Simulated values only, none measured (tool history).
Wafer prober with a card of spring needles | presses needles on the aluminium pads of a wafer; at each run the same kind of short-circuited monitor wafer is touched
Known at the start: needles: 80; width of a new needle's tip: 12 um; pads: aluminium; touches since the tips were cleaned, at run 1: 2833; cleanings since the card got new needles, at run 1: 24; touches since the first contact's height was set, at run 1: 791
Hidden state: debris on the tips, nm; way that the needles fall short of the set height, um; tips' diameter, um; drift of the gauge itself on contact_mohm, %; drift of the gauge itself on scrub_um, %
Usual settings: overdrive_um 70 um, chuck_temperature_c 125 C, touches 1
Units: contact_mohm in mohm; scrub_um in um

run   hour  overdrive_um  chuck_temperature_c  touches  touches since the tips were cleaned  cleanings since the card got new needles  touches since the first contact's height was set  contact_mohm  scrub_um
  1    0.0            70                  125        1                                 2833                                        24                                               791           198     17.66
      21.4  -- tips cleaned on abrasive film
  2   21.4            70                  125        1                                    0                                        25                                              6241           187     17.59
  3   42.8            70                  125        1                                 5466                                        25                                             11707           202     17.63
      54.2  -- tips cleaned on abrasive film
  4   59.4            70                  125        1                                 1334                                        26                                             15927           195     17.59
  5   78.1            70                  125        1                                 6105                                        26                                             20698           205     17.60
      87.3  -- tips cleaned on abrasive film
  6   97.9            70                  125        1                                 2716                                        27                                             25737           200     17.57
  7  113.7            70                  125        1                                 6755                                        27                                             29776           204     17.60
     120.3  -- tips cleaned on abrasive film
  8  127.8            70                   51        1                                 1903                                        28                                             33339           183     17.57
  9  148.6            70                   51        1                                 7223                                        28                                             38659           192     17.60
     152.5  -- tips cleaned on abrasive film
 10  163.2            70                  125        1                                 2730                                        29                                             42363           197     17.53
 11  180.6            70                  125        1                                 7168                                        29                                             46801           203     17.53
     185.8  -- tips cleaned on abrasive film
 12  198.5            70                  106        1                                 3234                                        30                                             51349           197     17.49
 13  216.0            80                   42        1                                 7707                                        30                                             55822           186     20.05
     218.2  -- tips cleaned on abrasive film
 14  230.4            51                   61        1                                 3113                                        31                                             59484           189     12.75
 15  240.0            76                   52        2                                 5566                                        31                                             61937           183     18.98
     250.5  -- tips cleaned on abrasive film
 16  257.4            70                   63        1                                 1771                                        32                                             66370           183     17.46
 17  273.2            79                  125        2                                 5801                                        32                                             70400           195     19.76
     284.3  -- tips cleaned on abrasive film
 18  289.8            58                  125        3                                 1408                                        33                                             74621           191     14.46
 19  310.9            88                   55        3                                 6782                                        33                                             79995           176     22.04
     316.6  -- tips cleaned on abrasive film
 20  332.0            88                   55        3                                 3920                                        34                                             85363           178     21.91
 21  346.6            70                  125        1                                 7656                                        34                                             89099           202     17.46

Measured less the same run without the tool's hidden state. The same run-to-run variation is in both; the gauge's scatter may not be:
run  contact_mohm  scrub_um
  1           +10     +0.00
  2            +2     -0.02
  3           +15     -0.01
  4            +7     -0.03
  5           +17     -0.03
  6           +10     -0.05
  7           +17     -0.05
  8            +7     -0.06
  9           +17     -0.06
 10            +9     -0.07
 11           +17     -0.08
 12           +11     -0.09
 13           +17     -0.09
 14           +15     -0.10
 15            +9     -0.11
 16            +8     -0.13
 17            +8     -0.13
 18            +2     -0.14
 19            +5     -0.14
 20            +3     -0.15
 21           +17     -0.15
